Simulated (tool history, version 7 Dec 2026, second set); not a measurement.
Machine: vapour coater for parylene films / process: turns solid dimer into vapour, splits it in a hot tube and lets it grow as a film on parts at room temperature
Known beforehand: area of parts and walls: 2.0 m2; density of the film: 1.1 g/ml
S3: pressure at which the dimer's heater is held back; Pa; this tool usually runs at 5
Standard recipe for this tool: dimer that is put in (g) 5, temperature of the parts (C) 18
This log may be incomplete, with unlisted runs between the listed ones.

run 1 hour=0 | dimer_that_is_put_in_(g)=5 temperature_of_the_parts_(C)=18 S3=5 | thickness_of_the_film_(um)=1.412
run 2 hour=9 | dimer_that_is_put_in_(g)=5 temperature_of_the_parts_(C)=18 S3=5 | thickness_of_the_film_(um)=1.379
run 3 hour=21.6 | dimer_that_is_put_in_(g)=9 temperature_of_the_parts_(C)=18 S3=5 | thickness_of_the_film_(um)=2.481
run 4 hour=33 | dimer_that_is_put_in_(g)=5 temperature_of_the_parts_(C)=18 S3=5 | thickness_of_the_film_(um)=1.351
run 5 hour=44.1 | dimer_that_is_put_in_(g)=5 temperature_of_the_parts_(C)=13 S3=5 | thickness_of_the_film_(um)=1.652
run 6 hour=60.4 | dimer_that_is_put_in_(g)=5 temperature_of_the_parts_(C)=13 S3=5 | thickness_of_the_film_(um)=1.632
run 7 hour=75.6 | dimer_that_is_put_in_(g)=5 temperature_of_the_parts_(C)=12 S3=5 | thickness_of_the_film_(um)=1.714
run 8 hour=87 | dimer_that_is_put_in_(g)=3 temperature_of_the_parts_(C)=18 S3=5 | thickness_of_the_film_(um)=0.817
run 9 hour=98.7 | dimer_that_is_put_in_(g)=5 temperature_of_the_parts_(C)=18 S3=2.25 | thickness_of_the_film_(um)=1.542
run 10 hour=108.4 | dimer_that_is_put_in_(g)=5 temperature_of_the_parts_(C)=18 S3=2.25 | thickness_of_the_film_(um)=1.546
run 11 hour=125.3 | dimer_that_is_put_in_(g)=5 temperature_of_the_parts_(C)=18 S3=5 | thickness_of_the_film_(um)=1.36
run 12 hour=135.4 | dimer_that_is_put_in_(g)=5 temperature_of_the_parts_(C)=27 S3=5 | thickness_of_the_film_(um)=0.992
run 13 hour=150 | dimer_that_is_put_in_(g)=5 temperature_of_the_parts_(C)=27 S3=5 | thickness_of_the_film_(um)=0.99
run 14 hour=158.2 | dimer_that_is_put_in_(g)=5 temperature_of_the_parts_(C)=27 S3=5 | thickness_of_the_film_(um)=0.975
run 15 hour=172.7 | dimer_that_is_put_in_(g)=5 temperature_of_the_parts_(C)=27 S3=5 | thickness_of_the_film_(um)=0.957
run 16 hour=186.8 | dimer_that_is_put_in_(g)=6 temperature_of_the_parts_(C)=13 S3=3.39 | thickness_of_the_film_(um)=2.068
run 17 hour=200.6 | dimer_that_is_put_in_(g)=6 temperature_of_the_parts_(C)=11 S3=3.91 | thickness_of_the_film_(um)=2.158
-- hour=210.3 trap's valve overhauled
run 18 hour=221.8 | dimer_that_is_put_in_(g)=6 temperature_of_the_parts_(C)=18 S3=5 | thickness_of_the_film_(um)=1.841
run 19 hour=240 | dimer_that_is_put_in_(g)=6 temperature_of_the_parts_(C)=18 S3=5 | thickness_of_the_film_(um)=1.839
run 20 hour=248.8 | dimer_that_is_put_in_(g)=5 temperature_of_the_parts_(C)=18 S3=2.78 | thickness_of_the_film_(um)=1.693
run 21 hour=259.2 | dimer_that_is_put_in_(g)=5 temperature_of_the_parts_(C)=18 S3=2.78 | thickness_of_the_film_(um)=1.686
run 22 hour=275 | dimer_that_is_put_in_(g)=5 temperature_of_the_parts_(C)=18 S3=2.78 | thickness_of_the_film_(um)=1.664
run 23 hour=284.1 | dimer_that_is_put_in_(g)=5 temperature_of_the_parts_(C)=18 S3=3.48 | thickness_of_the_film_(um)=1.608
run 24 hour=295.8 | dimer_that_is_put_in_(g)=2 temperature_of_the_parts_(C)=24 S3=3.16 | thickness_of_the_film_(um)=0.519
run 25 hour=313 | dimer_that_is_put_in_(g)=9 temperature_of_the_parts_(C)=21 S3=6.47 | thickness_of_the_film_(um)=2.362
run 26 hour=328.5 | dimer_that_is_put_in_(g)=9 temperature_of_the_parts_(C)=21 S3=6.47 | thickness_of_the_film_(um)=2.359
run 27 hour=337.6 | dimer_that_is_put_in_(g)=3 temperature_of_the_parts_(C)=18 S3=5 | thickness_of_the_film_(um)=0.907

Branching from run 27: 5 alternative next runs. What would each branch give?
run A hour=355.4 | dimer_that_is_put_in_(g)=5 temperature_of_the_parts_(C)=24 S3=5 | thickness_of_the_film_(um)=?
run B hour=355.4 | dimer_that_is_put_in_(g)=2 temperature_of_the_parts_(C)=20 S3=9.33 | thickness_of_the_film_(um)=?
run C hour=355.4 | dimer_that_is_put_in_(g)=3 temperature_of_the_parts_(C)=18 S3=3.36 | thickness_of_the_film_(um)=?
run D hour=355.4 | dimer_that_is_put_in_(g)=5 temperature_of_the_parts_(C)=26 S3=7.05 | thickness_of_the_film_(um)=?
run E hour=355.4 | dimer_that_is_put_in_(g)=9 temperature_of_the_parts_(C)=13 S3=2.84 | thickness_of_the_film_(um)=?

run=A thickness_of_the_film_(um)=1.201
run=B thickness_of_the_film_(um)=0.506
run=C thickness_of_the_film_(um)=0.979
run=D thickness_of_the_film_(um)=1.054
run=E thickness_of_the_film_(um)=3.569
Take away the tool's hidden state, keep each run's random variation, and the runs would have read:
run=A thickness_of_the_film_(um)=1.219
run=B thickness_of_the_film_(um)=0.513
run=C thickness_of_the_film_(um)=0.993
run=D thickness_of_the_film_(um)=1.07
run=E thickness_of_the_film_(um)=3.622
